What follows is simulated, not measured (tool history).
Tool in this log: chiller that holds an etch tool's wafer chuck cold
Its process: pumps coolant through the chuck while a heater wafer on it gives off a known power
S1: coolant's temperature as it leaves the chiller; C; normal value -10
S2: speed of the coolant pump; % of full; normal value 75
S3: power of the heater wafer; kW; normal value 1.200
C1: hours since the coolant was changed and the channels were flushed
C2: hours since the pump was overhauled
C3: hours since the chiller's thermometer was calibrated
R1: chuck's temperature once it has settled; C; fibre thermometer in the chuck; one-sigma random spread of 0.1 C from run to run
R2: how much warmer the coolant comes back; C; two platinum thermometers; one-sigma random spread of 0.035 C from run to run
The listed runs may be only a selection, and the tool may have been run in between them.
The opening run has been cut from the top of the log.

run 2 day=1.133 | S1=-10 S2=75 S3=1.200 | C1=6002 C2=1593 C3=4411 | R1=5.5 R2=5.70
run 3 day=2.946 | S1=-10 S2=75 S3=1.200 | C1=6046 C2=1637 C3=4455 | R1=5.6 R2=5.68
run 4 day=3.967 | S1=-14 S2=75 S3=1.200 | C1=6070 C2=1661 C3=4480 | R1=1.7 R2=5.76
-- day=4.633 chiller's thermometer calibrated
run 5 day=5.900 | S1=-14 S2=97 S3=1.200 | C1=6116 C2=1707 C3=30 | R1=-1.5 R2=4.32
run 6 day=7.246 | S1=-10 S2=75 S3=1.200 | C1=6148 C2=1739 C3=63 | R1=5.5 R2=5.74
run 7 day=8.704 | S1=-10 S2=75 S3=1.200 | C1=6183 C2=1774 C3=98 | R1=5.3 R2=5.73
run 8 day=9.729 | S1=-10 S2=75 S3=1.200 | C1=6207 C2=1799 C3=122 | R1=5.5 R2=5.78
run 9 day=10.796 | S1=-10 S2=75 S3=1.200 | C1=6233 C2=1824 C3=148 | R1=5.5 R2=5.75
run 10 day=12.492 | S1=-10 S2=75 S3=1.200 | C1=6274 C2=1865 C3=189 | R1=5.6 R2=5.72
run 11 day=14.308 | S1=-10 S2=75 S3=1.200 | C1=6317 C2=1909 C3=232 | R1=5.5 R2=5.75
run 12 day=15.646 | S1=-10 S2=75 S3=1.200 | C1=6349 C2=1941 C3=264 | R1=5.5 R2=5.81
run 13 day=18.012 | S1=-10 S2=75 S3=1.200 | C1=6406 C2=1998 C3=321 | R1=5.5 R2=5.80
run 14 day=19.950 | S1=-10 S2=75 S3=1.200 | C1=6453 C2=2044 C3=368 | R1=5.5 R2=5.74
run 15 day=21.162 | S1=-10 S2=75 S3=1.200 | C1=6482 C2=2073 C3=397 | R1=5.5 R2=5.74
run 16 day=22.179 | S1=-10 S2=75 S3=1.200 | C1=6506 C2=2097 C3=421 | R1=5.6 R2=5.86
run 17 day=23.429 | S1=-10 S2=75 S3=1.670 | C1=6536 C2=2128 C3=451 | R1=11.5 R2=8.08
run 18 day=24.658 | S1=-3 S2=75 S3=1.180 | C1=6566 C2=2157 C3=481 | R1=12.1 R2=5.77
run 19 day=25.938 | S1=-19 S2=80 S3=1.692 | C1=6596 C2=2188 C3=511 | R1=1.5 R2=7.68

For run 20, what comes out?
run 20 day=27.729 | S1=-15 S2=75 S3=1.198 | C1=6639 C2=2231 C3=554 | R1=? R2=?

Run 20 came out at R1 0.5 C, R2 5.77 C.
Take away the tool's hidden state, keep the run-to-run variation as it was, and the same run would have given R1 0.5 C, R2 5.63 C.
